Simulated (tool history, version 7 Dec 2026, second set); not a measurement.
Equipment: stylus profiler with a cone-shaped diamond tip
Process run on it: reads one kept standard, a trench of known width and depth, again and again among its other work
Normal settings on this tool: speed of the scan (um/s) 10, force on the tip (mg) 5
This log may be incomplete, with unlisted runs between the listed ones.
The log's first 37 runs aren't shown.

run,hour,speed of the scan (um/s),force on the tip (mg),scans with this tip,hours of work since the height scale was calibrated,depth of the trench (angstrom),width of the trench's floor (µm)
38,782.3,16,3.83,13447,1210,2025.7,26.86
39,804.9,16,3.83,13645,1228,2025,26.86
40,825.2,5,3.84,13824,1244,2026.5,26.95
41,841.3,5,3.84,13966,1257,2027.8,26.93
42,855.5,18,5.91,14091,1268,2034.1,26.85
43,882.5,20,4.64,14329,1290,2029.4,26.83
44,911.7,20,4.64,14586,1313,2031,26.9
45,931.5,3,10.59,14761,1328,2045,26.93
46,952.2,3,10.59,14943,1345,2048.2,26.95

4 options for the next run, each taken on its own from the tool as it stands now. Forecast them:
A,980.6,15,5.06,15192,1367,?,?
B,980.6,4,3.4,15192,1367,?,?
C,980.6,7,1.86,15192,1367,?,?
D,980.6,3,5,15192,1367,?,?

run,depth of the trench (angstrom),width of the trench's floor (µm)
A,2031.7,26.82
B,2025.6,26.87
C,2020.3,26.83
D,2030.9,26.84
Without the tool's hidden state the same runs would have given:
run,depth of the trench (angstrom),width of the trench's floor (µm)
A,2023.3,27.98
B,2017.2,28.03
C,2011.9,27.99
D,2022.4,28
